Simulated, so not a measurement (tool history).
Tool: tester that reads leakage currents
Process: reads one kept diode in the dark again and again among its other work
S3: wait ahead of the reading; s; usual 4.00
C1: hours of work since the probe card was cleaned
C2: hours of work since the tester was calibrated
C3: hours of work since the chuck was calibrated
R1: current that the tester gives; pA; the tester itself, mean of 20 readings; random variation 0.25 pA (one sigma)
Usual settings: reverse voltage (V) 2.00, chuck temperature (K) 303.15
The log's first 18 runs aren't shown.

Run 19, day 107.875: usual settings but chuck temperature (K) 325.15; C1 958; C2 1915; C3 642. Result: R1 384.04 pA.
Run 20, day 115.325: usual settings but chuck temperature (K) 325.15; C1 1100; C2 2057; C3 784. Result: R1 386.86 pA.
Run 21, day 119.117: usual settings but chuck temperature (K) 299.15; C1 1172; C2 2129; C3 856. Result: R1 65.25 pA.
Run 22, day 122.758: usual settings but chuck temperature (K) 299.15; C1 1241; C2 2198; C3 925. Result: R1 64.91 pA.
Run 23, day 128.450: usual settings but reverse voltage (V) 3.40, chuck temperature (K) 324.15, S3 0.31 s; C1 1350; C2 2306; C3 1034. Result: R1 497.33 pA.
Run 24, day 133.596: usual settings but reverse voltage (V) 1.16, chuck temperature (K) 294.15, S3 0.89 s; C1 1447; C2 2404; C3 1132. Result: R1 32.99 pA.
Run 25, day 139.358: usual settings but reverse voltage (V) 1.16, chuck temperature (K) 302.15, S3 0.51 s; C1 1557; C2 2514; C3 1241. Result: R1 60.63 pA.
Run 26, day 145.433: usual settings but reverse voltage (V) 1.16, chuck temperature (K) 302.15, S3 0.51 s; C1 1673; C2 2629; C3 1357. Result: R1 60.79 pA.
Run 27, day 154.058: usual settings but reverse voltage (V) 1.16, chuck temperature (K) 302.15, S3 0.51 s; C1 1837; C2 2793; C3 1521. Result: R1 61.50 pA.
Run 28, day 160.212: usual settings but reverse voltage (V) 1.16, chuck temperature (K) 295.15, S3 1.21 s; C1 1954; C2 2910; C3 1638. Result: R1 36.56 pA.
Run 29, day 164.708: usual settings but reverse voltage (V) 13.51, chuck temperature (K) 331.15, S3 4.05 s; C1 2039; C2 2996; C3 1723. Result: R1 1752.20 pA.
Run 30, day 171.646: usual settings but reverse voltage (V) 16.56, chuck temperature (K) 305.15, S3 4.05 s; C1 2171; C2 3128; C3 1855. Result: R1 355.85 pA.

The next listed run, before its measurement:
Run 31, day 175.250: usual settings but reverse voltage (V) 17.70, chuck temperature (K) 295.15, S3 3.03 s; C1 2240; C2 3197; C3 1924. Result: R1 ?.

{"run 31": {"R1": 179.64}}
Without the tool's hidden state the same run would have given R1 156.94 pA.
